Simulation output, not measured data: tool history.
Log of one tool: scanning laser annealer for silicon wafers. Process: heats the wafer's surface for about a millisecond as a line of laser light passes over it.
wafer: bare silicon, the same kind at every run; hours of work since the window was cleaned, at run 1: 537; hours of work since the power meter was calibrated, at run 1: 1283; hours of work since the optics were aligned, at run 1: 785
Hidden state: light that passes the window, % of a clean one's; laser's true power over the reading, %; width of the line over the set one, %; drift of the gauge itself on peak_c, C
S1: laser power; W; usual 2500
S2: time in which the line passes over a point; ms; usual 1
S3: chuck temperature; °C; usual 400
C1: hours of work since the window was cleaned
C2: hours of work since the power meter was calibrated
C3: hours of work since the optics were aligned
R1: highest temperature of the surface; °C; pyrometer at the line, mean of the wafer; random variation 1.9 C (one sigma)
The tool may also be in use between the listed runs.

| run | day | S1 | S2 | S3 | C1 | C2 | C3 | R1 |
|---|---|---|---|---|---|---|---|---|
| 1 | 0 | 2500 | 1 | 400 | 537 | 1283 | 785 | 1203 |
| 2 | 2.483 | 2500 | 1 | 400 | 569 | 1316 | 817 | 1203 |
|  | 2.879 | window over the wafer cleaned |
| 3 | 6.604 | 2500 | 1 | 400 | 49 | 1369 | 871 | 1200 |
| 4 | 9.725 | 2500 | 1.14 | 400 | 90 | 1410 | 912 | 1258 |
| 5 | 13.312 | 2500 | 1 | 380 | 137 | 1457 | 959 | 1183 |
| 6 | 16.846 | 2500 | 1 | 380 | 184 | 1504 | 1005 | 1182 |
| 7 | 20.267 | 2500 | 1 | 400 | 229 | 1549 | 1050 | 1199 |
| 8 | 24.175 | 2500 | 1 | 400 | 280 | 1600 | 1102 | 1201 |
| 9 | 27.958 | 2500 | 1 | 400 | 330 | 1650 | 1151 | 1205 |
|  | 31.271 | optics aligned, line set to its width |
| 10 | 32.1 | 2500 | 1 | 400 | 381 | 1702 | 11 | 1202 |
| 11 | 33.862 | 2500 | 1 | 400 | 405 | 1725 | 34 | 1201 |
| 12 | 37.708 | 2652 | 1.03 | 437 | 455 | 1775 | 85 | 1294 |
| 13 | 39.388 | 2390 | 0.78 | 421 | 477 | 1798 | 107 | 1094 |
| 14 | 41.183 | 2390 | 0.78 | 421 | 501 | 1821 | 130 | 1092 |
| 15 | 43.612 | 2318 | 0.78 | 365 | 533 | 1853 | 162 | 1022 |
|  | 46.892 | window over the wafer cleaned |
| 16 | 47.096 | 2460 | 0.71 | 385 | 3 | 1898 | 207 | 1045 |
| 17 | 49.671 | 2460 | 0.71 | 385 | 37 | 1932 | 241 | 1046 |
| 18 | 52.925 | 2500 | 1 | 421 | 79 | 1974 | 284 | 1223 |
| 19 | 56.438 | 2725 | 1.24 | 421 | 126 | 2021 | 330 | 1394 |
| 20 | 59.804 | 2725 | 1.24 | 421 | 170 | 2065 | 374 | 1395 |

Forecast each of these 4 alternatives for the next run:
| A | 62.5 | 2157 | 0.75 | 360 | 205 | 2100 | 410 | ? |
| B | 62.5 | 2184 | 1.24 | 421 | 205 | 2100 | 410 | ? |
| C | 62.5 | 2431 | 1.24 | 405 | 205 | 2100 | 410 | ? |
| D | 62.5 | 2472 | 1.19 | 399 | 205 | 2100 | 410 | ? |

| run | R1 |
|---|---|
| A | 961 |
| B | 1209 |
| C | 1278 |
| D | 1268 |
Without the tool's hidden state the same runs would have given:
| run | R1 |
|---|---|
| A | 961 |
| B | 1209 |
| C | 1279 |
| D | 1268 |
